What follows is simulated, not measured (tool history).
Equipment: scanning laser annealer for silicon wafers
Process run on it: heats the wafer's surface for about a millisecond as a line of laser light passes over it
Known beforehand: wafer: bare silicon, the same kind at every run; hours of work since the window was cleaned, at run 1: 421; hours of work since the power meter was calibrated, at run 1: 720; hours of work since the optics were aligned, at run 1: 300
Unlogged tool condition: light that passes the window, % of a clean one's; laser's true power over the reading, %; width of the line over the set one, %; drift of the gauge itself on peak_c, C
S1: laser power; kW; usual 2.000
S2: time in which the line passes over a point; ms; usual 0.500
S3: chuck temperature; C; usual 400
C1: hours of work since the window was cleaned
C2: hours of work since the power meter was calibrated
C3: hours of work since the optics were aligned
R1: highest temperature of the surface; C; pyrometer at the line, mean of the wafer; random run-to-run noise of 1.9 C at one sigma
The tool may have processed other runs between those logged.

| run | hour | S1 | S2 | S3 | C1 | C2 | C3 | R1 |
|---|---|---|---|---|---|---|---|---|
| 1 | 0.0 | 2.000 | 0.500 | 400 | 421 | 720 | 300 | 1108 |
| 2 | 48.5 | 2.000 | 0.500 | 400 | 446 | 746 | 326 | 1108 |
| 3 | 96.1 | 2.000 | 0.500 | 400 | 471 | 770 | 351 | 1106 |
| 4 | 120.1 | 2.000 | 0.589 | 400 | 484 | 783 | 363 | 1166 |
| 5 | 162.7 | 2.000 | 0.589 | 400 | 506 | 805 | 386 | 1165 |
| 6 | 199.0 | 2.000 | 0.500 | 400 | 525 | 824 | 405 | 1103 |
| 7 | 244.9 | 2.000 | 0.500 | 400 | 549 | 849 | 429 | 1106 |
| 8 | 281.8 | 2.000 | 0.500 | 400 | 568 | 868 | 448 | 1103 |
| 9 | 307.2 | 2.177 | 0.500 | 400 | 582 | 881 | 462 | 1182 |
| 10 | 353.7 | 2.177 | 0.500 | 400 | 606 | 906 | 486 | 1180 |
| 11 | 374.1 | 2.177 | 0.500 | 400 | 617 | 916 | 497 | 1180 |
| 12 | 402.1 | 2.000 | 0.500 | 400 | 632 | 931 | 511 | 1099 |
| 13 | 431.8 | 2.000 | 0.500 | 400 | 647 | 947 | 527 | 1099 |
| 14 | 466.8 | 1.747 | 0.371 | 400 | 665 | 965 | 545 | 912 |
| 15 | 501.7 | 1.827 | 0.570 | 364 | 684 | 983 | 564 | 1028 |
|  | 520.4 | window over the wafer cleaned |
| 16 | 546.3 | 2.140 | 0.372 | 400 | 14 | 1005 | 586 | 1072 |
| 17 | 584.2 | 2.140 | 0.452 | 382 | 33 | 1025 | 606 | 1121 |
| 18 | 622.7 | 2.000 | 0.456 | 400 | 54 | 1046 | 626 | 1085 |
| 19 | 643.4 | 2.000 | 0.456 | 400 | 64 | 1056 | 637 | 1081 |
| 20 | 665.2 | 2.196 | 0.610 | 410 | 76 | 1068 | 648 | 1294 |
| 21 | 696.7 | 2.196 | 0.610 | 410 | 92 | 1084 | 665 | 1292 |
| 22 | 724.8 | 2.068 | 0.500 | 402 | 107 | 1099 | 679 | 1144 |
| 23 | 765.2 | 2.143 | 0.454 | 370 | 128 | 1120 | 701 | 1110 |
| 24 | 810.3 | 2.143 | 0.454 | 370 | 152 | 1144 | 724 | 1107 |
| 25 | 857.9 | 1.830 | 0.565 | 416 | 177 | 1169 | 749 | 1085 |

Predict each of these 4 candidate next runs independently; none follows another, all start after run 25:
| A | 883.0 | 2.000 | 0.417 | 400 | 190 | 1182 | 762 | ? |
| B | 883.0 | 2.151 | 0.540 | 368 | 190 | 1182 | 762 | ? |
| C | 883.0 | 2.050 | 0.402 | 400 | 190 | 1182 | 762 | ? |
| D | 883.0 | 1.800 | 0.565 | 416 | 190 | 1182 | 762 | ? |

| run | R1 |
|---|---|
| A | 1045 |
| B | 1171 |
| C | 1057 |
| D | 1071 |
The same runs, with their run-to-run variation unchanged, on a tool lacking any hidden condition would have given:
| run | R1 |
|---|---|
| A | 1063 |
| B | 1194 |
| C | 1075 |
| D | 1090 |
